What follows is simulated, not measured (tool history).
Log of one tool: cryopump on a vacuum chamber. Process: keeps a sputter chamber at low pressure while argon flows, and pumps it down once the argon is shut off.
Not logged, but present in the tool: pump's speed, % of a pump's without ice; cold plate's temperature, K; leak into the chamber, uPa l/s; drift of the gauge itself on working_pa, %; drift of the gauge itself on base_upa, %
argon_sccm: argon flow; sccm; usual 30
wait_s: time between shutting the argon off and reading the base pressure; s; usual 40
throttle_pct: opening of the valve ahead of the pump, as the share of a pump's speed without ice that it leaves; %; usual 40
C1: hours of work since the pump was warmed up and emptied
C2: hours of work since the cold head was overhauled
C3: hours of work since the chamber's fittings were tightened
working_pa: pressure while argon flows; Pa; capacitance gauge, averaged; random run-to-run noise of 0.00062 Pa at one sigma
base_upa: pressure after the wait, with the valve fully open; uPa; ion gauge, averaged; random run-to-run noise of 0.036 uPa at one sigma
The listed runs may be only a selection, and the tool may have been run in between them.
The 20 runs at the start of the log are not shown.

Run 21, hour 939.1: usual settings but argon_sccm 24 sccm, wait_s 31 s, throttle_pct 45 %; C1 734; C2 734; C3 3214. Result: working_pa 0.0721 Pa, base_upa 3.54 uPa.
Run 22, hour 991.0: usual settings but argon_sccm 24 sccm, wait_s 31 s, throttle_pct 45 %; C1 763; C2 763; C3 3243. Result: working_pa 0.0724 Pa, base_upa 3.49 uPa.
Run 23, hour 1041.4: usual settings but argon_sccm 27 sccm, wait_s 45 s, throttle_pct 51 %; C1 790; C2 790; C3 3270. Result: working_pa 0.0731 Pa, base_upa 2.82 uPa.
Run 24, hour 1100.4: usual settings but argon_sccm 49 sccm; C1 823; C2 823; C3 3303. Result: working_pa 0.1668 Pa, base_upa 3.07 uPa.
Run 25, hour 1155.7: usual settings but argon_sccm 15 sccm, wait_s 31 s; C1 853; C2 853; C3 3333. Result: working_pa 0.0503 Pa, base_upa 3.63 uPa.
Run 26, hour 1186.6: usual settings but argon_sccm 42 sccm, wait_s 103 s, throttle_pct 25 %; C1 871; C2 871; C3 3350. Result: working_pa 0.2180 Pa, base_upa 2.04 uPa.
Run 27, hour 1224.2: usual settings but argon_sccm 44 sccm; C1 891; C2 891; C3 3371. Result: working_pa 0.1491 Pa, base_upa 3.07 uPa.
Run 28, hour 1260.5: usual settings but argon_sccm 44 sccm; C1 911; C2 911; C3 3391. Result: working_pa 0.1513 Pa, base_upa 3.09 uPa.
Run 29, hour 1305.8: usual settings but argon_sccm 28 sccm, wait_s 28 s, throttle_pct 17 %; C1 936; C2 936; C3 3416. Result: working_pa 0.2108 Pa, base_upa 3.89 uPa.
Run 30, hour 1342.2: usual settings but throttle_pct 23 %; C1 956; C2 956; C3 3436. Result: working_pa 0.1708 Pa, base_upa 3.14 uPa.
Run 31, hour 1396.0: usual settings but argon_sccm 58 sccm, throttle_pct 23 %; C1 986; C2 986; C3 3466. Result: working_pa 0.3298 Pa, base_upa 3.14 uPa.
Run 32, hour 1449.0: usual settings but argon_sccm 58 sccm, wait_s 177 s, throttle_pct 34 %; C1 1015; C2 1015; C3 3495. Result: working_pa 0.2318 Pa, base_upa 1.90 uPa.
Run 33, hour 1481.2: usual settings but argon_sccm 55 sccm; C1 1033; C2 1033; C3 3513. Result: working_pa 0.1926 Pa, base_upa 3.24 uPa.

Branching from run 33: 4 alternative next runs. What would each branch give?
Run A, hour 1520.0: usual settings but argon_sccm 51 sccm, wait_s 72 s; C1 1054; C2 1054; C3 3534. Result: working_pa ?, base_upa ?.
Run B, hour 1520.0: usual settings but argon_sccm 23 sccm, wait_s 250 s, throttle_pct 29 %; C1 1054; C2 1054; C3 3534. Result: working_pa ?, base_upa ?.
Run C, hour 1520.0: usual settings but argon_sccm 13 sccm, wait_s 37 s, throttle_pct 41 %; C1 1054; C2 1054; C3 3534. Result: working_pa ?, base_upa ?.
Run D, hour 1520.0: usual settings but wait_s 265 s, throttle_pct 23 %; C1 1054; C2 1054; C3 3534. Result: working_pa ?, base_upa ?.

run  working_pa  base_upa
  A      0.1793      2.43
  B      0.1070      1.77
  C      0.0448      3.36
  D      0.1717      1.77
Take away the tool's hidden state, keep each run's random variation, and the runs would have read:
run  working_pa  base_upa
  A      0.1538      1.17
  B      0.0955      0.50
  C      0.0382      2.09
  D      0.1567      0.48

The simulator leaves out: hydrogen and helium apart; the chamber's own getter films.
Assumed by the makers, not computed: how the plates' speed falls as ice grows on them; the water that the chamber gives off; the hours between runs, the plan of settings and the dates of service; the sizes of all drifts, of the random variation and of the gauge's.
